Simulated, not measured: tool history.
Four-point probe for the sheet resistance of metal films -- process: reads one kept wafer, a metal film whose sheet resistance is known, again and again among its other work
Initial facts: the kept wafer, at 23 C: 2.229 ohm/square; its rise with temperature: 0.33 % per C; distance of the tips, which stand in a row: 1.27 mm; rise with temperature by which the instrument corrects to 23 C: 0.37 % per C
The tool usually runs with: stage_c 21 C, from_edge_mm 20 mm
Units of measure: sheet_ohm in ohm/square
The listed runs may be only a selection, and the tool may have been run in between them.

run	day	stage_c	from_edge_mm	sheet_ohm
1	0	21	20	2.233154
2	1.483	26	20	2.22917
3	2.733	21	20	2.232658
4	3.983	21	20	2.233877
5	5.383	21	20	2.233956
6	6.217	23	20	2.231881
7	6.904	21	37	2.230134
8	8.125	26	20	2.229076
# day 8.629: stage's thermometer calibrated
9	9.588	26	20	2.231561
10	10.846	21	11	2.247923
11	11.954	21	11	2.248474
12	12.762	25	9	2.251392
13	14	22	18	2.237089
# day 14.392: stage's thermometer calibrated, once more
14	14.658	32	21	2.219086
15	16.054	32	21	2.219454
16	16.8	32	13	2.227256
17	17.558	25	20	2.226119
18	18.725	32	10	2.235435
19	19.917	32	10	2.234839
20	20.767	26	27	2.224078
21	21.525	32	6	2.268486

4 options for the next run, each taken on its own from the tool as it stands now. Forecast them:
A	22.158	21	12	?
B	22.158	26	67	?
C	22.158	23	20	?
D	22.158	33	4	?

run	sheet_ohm
A	2.239285
B	2.221829
C	2.22856
D	2.328334
Take away the tool's hidden state, keep each run's random variation, and the runs would have read:
run	sheet_ohm
A	2.243973
B	2.226486
C	2.233228
D	2.333198
